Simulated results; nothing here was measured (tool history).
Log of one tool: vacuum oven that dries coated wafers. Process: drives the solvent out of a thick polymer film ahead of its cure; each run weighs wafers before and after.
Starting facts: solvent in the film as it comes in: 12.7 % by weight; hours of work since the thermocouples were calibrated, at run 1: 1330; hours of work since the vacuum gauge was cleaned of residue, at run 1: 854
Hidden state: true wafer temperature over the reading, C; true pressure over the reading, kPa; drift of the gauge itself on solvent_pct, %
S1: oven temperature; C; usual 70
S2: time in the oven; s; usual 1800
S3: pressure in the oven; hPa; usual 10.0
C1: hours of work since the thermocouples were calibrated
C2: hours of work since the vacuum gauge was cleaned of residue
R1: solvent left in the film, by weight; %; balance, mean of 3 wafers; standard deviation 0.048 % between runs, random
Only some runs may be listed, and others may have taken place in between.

run	day	S1	S2	S3	C1	C2	R1
1	0.000	70	1800	10.0	1330	854	1.11
2	1.708	67	1800	10.0	1350	874	1.31
3	2.954	67	1800	10.0	1365	889	1.46
4	3.879	67	1800	10.0	1376	900	1.41
5	5.692	58	1800	10.0	1398	922	2.87
6	7.525	70	1800	10.0	1420	944	1.04
7	8.608	70	1800	10.0	1433	956	1.08
8	9.746	64	1800	26.1	1446	970	2.95
# day 11.658: oven's thermocouples calibrated
9	11.658	64	1260	11.7	0	992	2.83
10	13.467	70	1800	14.8	22	1014	1.25
11	15.275	65	1800	21.6	43	1035	2.47
12	16.696	70	1800	8.0	60	1052	0.82
13	18.121	62	960	7.3	77	1069	3.82
14	19.946	62	960	7.3	99	1091	3.85

Here are 3 independent what-if runs from the current tool condition. What would each one return?
A	21.312	59	2700	6.6	115	1107	?
B	21.312	62	1740	7.3	115	1107	?
C	21.312	68	960	21.1	115	1107	?

run	R1
A	1.33
B	1.92
C	3.50
Take away the tool's hidden state, keep each run's random variation, and the runs would have read:
run	R1
A	1.31
B	1.91
C	3.49

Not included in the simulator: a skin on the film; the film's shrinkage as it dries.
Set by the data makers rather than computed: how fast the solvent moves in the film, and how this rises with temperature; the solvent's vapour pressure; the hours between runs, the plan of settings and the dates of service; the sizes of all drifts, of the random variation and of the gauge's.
